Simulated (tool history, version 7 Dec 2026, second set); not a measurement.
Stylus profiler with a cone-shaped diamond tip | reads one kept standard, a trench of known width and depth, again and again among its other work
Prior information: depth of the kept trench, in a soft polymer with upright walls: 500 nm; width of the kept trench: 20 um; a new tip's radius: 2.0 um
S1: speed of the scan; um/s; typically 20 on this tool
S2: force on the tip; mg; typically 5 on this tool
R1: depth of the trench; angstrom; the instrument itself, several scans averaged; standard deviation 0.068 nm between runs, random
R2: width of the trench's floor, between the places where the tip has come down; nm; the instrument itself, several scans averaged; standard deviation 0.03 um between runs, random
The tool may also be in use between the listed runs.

run     day  S1     S2      R1     R2
  1       0  20      5  5058.6  17290
  2   1.225  20      5  5059.1  17260
  3   2.317  20      5  5058.7  17320
  4    3.25  20      5  5058.8  17260
  5   4.288  12      5  5058.4  17340
  6   5.117  12      5    5059  17300
  7   6.225  19      5  5059.3  17340
  8   6.804  19      5  5058.8  17280
  9   7.542  19      5  5058.2  17270
 10   8.079  19      5    5059  17280
 11   9.288  30      5  5058.6  17220
 12  10.162  12      5  5059.1  17280
 13  10.829  12      5  5058.1  17250
 14  11.875  20   8.53  5084.3  17260
 15  12.754  20      5  5058.7  17250
 16  13.571  55      5  5058.2  17090
 17  14.208  20      5  5058.4  17300
 18  15.258  20   2.07  5032.4  17240
 19  16.396  20   2.07  5031.5  17170
 20  17.467  20   2.07  5033.7  17250
 21   18.45  20   2.07  5033.4  17210
 22  19.492  20   2.07  5032.4  17250
 23  20.075  78   7.97  5080.9  17140
 24  21.054   5    9.8  5091.6  17390
 25    22.2  20   2.93  5041.3  17280
 26  22.721  20   2.93  5041.3  17280
 27  23.496  31  13.31  5113.6  17340
 28  24.079  31  13.31  5112.7  17280
 29  24.783  31  11.64  5103.2  17280
 30  25.388  38   2.95  5041.7  17190
 31  26.142  38   6.36  5069.2  17230
 32    27.2  38   6.36  5068.9  17240
 33  28.171  38   6.36  5068.2  17200
 34  29.054  50  10.15  5093.2  17230
 35  30.258  35   2.15  5033.4  17180
 36  30.938  38  12.81  5111.2  17260
 37  31.833   5   6.65  5071.9  17330
 38  32.912   5   6.65  5070.3  17350
 39  33.925   5   6.65  5071.4  17350
 40  34.571  27   2.21  5034.4  17210
 41  35.212   9   2.68  5038.3  17290
 42  36.008   9   2.68  5039.4  17300

Alternative continuations, all from the tool just after run 42; predict every row:
  A  36.992   9  11.41   ?   ?
  B  36.992   8   2.74   ?   ?
  C  36.992  16   2.04   ?   ?

run      R1     R2
  A  5102.6  17310
  B  5040.9  17300
  C  5031.9  17240
Without the tool's unlogged condition, the same runs would have read:
run      R1     R2
  A  5102.5  17310
  B  5040.8  17300
  C  5031.9  17240
